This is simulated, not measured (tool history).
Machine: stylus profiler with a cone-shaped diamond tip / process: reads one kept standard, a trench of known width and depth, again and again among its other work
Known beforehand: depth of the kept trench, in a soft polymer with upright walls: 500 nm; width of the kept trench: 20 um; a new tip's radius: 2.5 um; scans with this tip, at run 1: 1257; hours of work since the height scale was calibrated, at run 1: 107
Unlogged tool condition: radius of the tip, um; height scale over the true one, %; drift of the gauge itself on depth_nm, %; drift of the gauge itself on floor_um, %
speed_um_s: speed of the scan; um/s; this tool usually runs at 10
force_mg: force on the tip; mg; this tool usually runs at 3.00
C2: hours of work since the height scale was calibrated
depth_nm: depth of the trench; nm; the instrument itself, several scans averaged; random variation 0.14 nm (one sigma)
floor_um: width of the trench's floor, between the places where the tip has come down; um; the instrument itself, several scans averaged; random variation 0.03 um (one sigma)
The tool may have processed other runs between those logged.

Run 1, hour 0.0: usual settings; scans with this tip 1257; C2 107. Result: depth_nm 504.07 nm, floor_um 16.86 um.
Run 2, hour 21.6: usual settings but force_mg 7.97 mg; scans with this tip 1440; C2 122. Result: depth_nm 507.90 nm, floor_um 16.85 um.
Run 3, hour 42.3: usual settings but force_mg 7.97 mg; scans with this tip 1616; C2 137. Result: depth_nm 507.90 nm, floor_um 16.87 um.
Run 4, hour 58.4: usual settings; scans with this tip 1752; C2 149. Result: depth_nm 503.77 nm, floor_um 16.88 um.
Run 5, hour 82.3: usual settings; scans with this tip 1955; C2 166. Result: depth_nm 503.82 nm, floor_um 16.80 um.
Run 6, hour 94.7: usual settings but force_mg 4.24 mg; scans with this tip 2060; C2 175. Result: depth_nm 504.82 nm, floor_um 16.82 um.
Run 7, hour 119.3: usual settings but force_mg 4.24 mg; scans with this tip 2268; C2 193. Result: depth_nm 505.25 nm, floor_um 16.77 um.
Run 8, hour 133.6: usual settings but force_mg 4.24 mg; scans with this tip 2390; C2 203. Result: depth_nm 505.08 nm, floor_um 16.82 um.
Run 9, hour 151.0: usual settings but force_mg 4.24 mg; scans with this tip 2537; C2 216. Result: depth_nm 504.86 nm, floor_um 16.77 um.
Run 10, hour 168.2: usual settings but speed_um_s 7 um/s, force_mg 3.92 mg; scans with this tip 2683; C2 228. Result: depth_nm 504.81 nm, floor_um 16.78 um.
Run 11, hour 189.0: usual settings but speed_um_s 7 um/s, force_mg 3.92 mg; scans with this tip 2859; C2 243. Result: depth_nm 504.67 nm, floor_um 16.80 um.

The next listed run, before its measurement:
Run 12, hour 204.8: usual settings but speed_um_s 7 um/s, force_mg 3.92 mg; scans with this tip 2993; C2 254. Result: depth_nm ?, floor_um ?.

Run 12 came out at depth_nm 504.52 nm, floor_um 16.78 um.
With the hidden condition absent and the run-to-run variation left alone, this run would have shown depth_nm 504.96 nm, floor_um 16.97 um.

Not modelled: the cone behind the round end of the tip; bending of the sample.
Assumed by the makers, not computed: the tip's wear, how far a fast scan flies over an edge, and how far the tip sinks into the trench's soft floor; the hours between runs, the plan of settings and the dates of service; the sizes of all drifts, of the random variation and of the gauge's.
